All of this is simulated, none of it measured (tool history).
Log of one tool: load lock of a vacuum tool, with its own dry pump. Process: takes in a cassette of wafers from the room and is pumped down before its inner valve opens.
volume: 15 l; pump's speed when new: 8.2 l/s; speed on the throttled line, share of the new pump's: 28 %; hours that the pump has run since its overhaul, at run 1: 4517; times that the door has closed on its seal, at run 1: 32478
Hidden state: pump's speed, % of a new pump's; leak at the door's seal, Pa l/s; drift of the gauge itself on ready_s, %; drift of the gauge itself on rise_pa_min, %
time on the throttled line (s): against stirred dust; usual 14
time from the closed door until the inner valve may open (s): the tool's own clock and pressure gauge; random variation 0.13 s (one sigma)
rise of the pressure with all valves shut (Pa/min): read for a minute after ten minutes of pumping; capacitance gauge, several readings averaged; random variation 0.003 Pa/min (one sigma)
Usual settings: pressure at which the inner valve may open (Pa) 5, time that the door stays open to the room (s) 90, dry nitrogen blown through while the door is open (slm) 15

| run | hour | time on the throttled line (s) | pressure at which the inner valve may open (Pa) | time that the door stays open to the room (s) | dry nitrogen blown through while the door is open (slm) | hours that the pump has run since its overhaul | times that the door has closed on its seal | incoming humidity of the room's air, % | time from the closed door until the inner valve may open (s) | rise of the pressure with all valves shut (Pa/min) |
|---|---|---|---|---|---|---|---|---|---|---|
| 1 | 0 | 14 | 5 | 90 | 15 | 4517 | 32478 | 46.2 | 28.8 | 0.358 |
| 2 | 100.2 | 14 | 5 | 90 | 15 | 4618 | 32844 | 47.1 | 28.7 | 0.37 |
| 3 | 166.7 | 14 | 5 | 90 | 15 | 4684 | 33087 | 46.8 | 28.6 | 0.365 |
| 4 | 241.5 | 14 | 5 | 90 | 15 | 4759 | 33360 | 46 | 29 | 0.351 |
| 5 | 333 | 14 | 5 | 90 | 4 | 4850 | 33695 | 45.4 | 28.7 | 0.389 |
| 6 | 421.9 | 14 | 5 | 90 | 4 | 4939 | 34020 | 43.4 | 28.7 | 0.387 |
| 7 | 483.2 | 14 | 5 | 90 | 15 | 5001 | 34244 | 46.8 | 28.9 | 0.385 |
| 8 | 604.4 | 14 | 5 | 90 | 15 | 5122 | 34687 | 42.8 | 28.8 | 0.379 |
| 9 | 728.6 | 14 | 5 | 90 | 15 | 5246 | 35140 | 44.2 | 28.6 | 0.397 |
| 10 | 851.3 | 13 | 5 | 90 | 15 | 5369 | 35589 | 47 | 28.2 | 0.394 |
| 11 | 944.8 | 14 | 5 | 90 | 29 | 5462 | 35931 | 43.6 | 28.7 | 0.391 |
| 12 | 1059 | 14 | 5 | 106 | 15 | 5576 | 36348 | 43.4 | 29 | 0.406 |
| 13 | 1129.1 | 14 | 5 | 106 | 15 | 5646 | 36604 | 42.2 | 28.9 | 0.411 |
| 14 | 1222.3 | 14 | 5 | 106 | 15 | 5740 | 36945 | 43.1 | 28.9 | 0.433 |
| 15 | 1303 | 14 | 5 | 106 | 9 | 5820 | 37240 | 44.9 | 29.1 | 0.444 |
| 16 | 1423.2 | 14 | 5 | 238 | 9 | 5941 | 37679 | 48 | 29.2 | 0.484 |
|  | 1443.2 | door's seal changed, seat wiped |
| 17 | 1480.6 | 14 | 5 | 238 | 9 | 5996 | 136 | 42.8 | 28.9 | 0.095 |
| 18 | 1571.3 | 14 | 5 | 238 | 9 | 6087 | 468 | 43.9 | 29 | 0.11 |
| 19 | 1693.8 | 24 | 6 | 90 | 15 | 6210 | 915 | 40.1 | 35.7 | 0.047 |
| 20 | 1762.5 | 19 | 5 | 116 | 5 | 6278 | 1167 | 46.8 | 32.5 | 0.086 |
| 21 | 1883.9 | 10 | 5 | 37 | 9 | 6400 | 1610 | 43.7 | 26.4 | 0.039 |
| 22 | 1966.7 | 14 | 5 | 90 | 13 | 6483 | 1913 | 43 | 28.8 | 0.059 |
| 23 | 2087.6 | 14 | 6 | 67 | 13 | 6604 | 2355 | 42.1 | 28.6 | 0.052 |
| 24 | 2162.1 | 14 | 6 | 67 | 13 | 6678 | 2627 | 44.5 | 28.8 | 0.06 |
| 25 | 2234.9 | 23 | 8 | 29 | 15 | 6751 | 2893 | 43.5 | 34.5 | 0.04 |
| 26 | 2343.3 | 8 | 9 | 90 | 27 | 6859 | 3289 | 47.7 | 23.6 | 0.053 |
| 27 | 2461.7 | 16 | 5 | 90 | 10 | 6978 | 3721 | 48 | 30.5 | 0.076 |
| 28 | 2544.6 | 8 | 5 | 90 | 10 | 7061 | 4025 | 46.3 | 24.9 | 0.07 |
| 29 | 2640.7 | 8 | 5 | 33 | 10 | 7157 | 4376 | 46 | 24.9 | 0.047 |
| 30 | 2719.7 | 9 | 5 | 90 | 15 | 7236 | 4664 | 43 | 25.5 | 0.063 |

Forecast run 31:
| 31 | 2841.2 | 9 | 4 | 71 | 7 | 7357 | 5108 | 45.6 | ? | ? |

Run 31 gave time from the closed door until the inner valve may open (s) 26.1, rise of the pressure with all valves shut (Pa/min) 0.08.
Without the tool's hidden state the same run would have given time from the closed door until the inner valve may open (s) 25.2, rise of the pressure with all valves shut (Pa/min) 0.061.
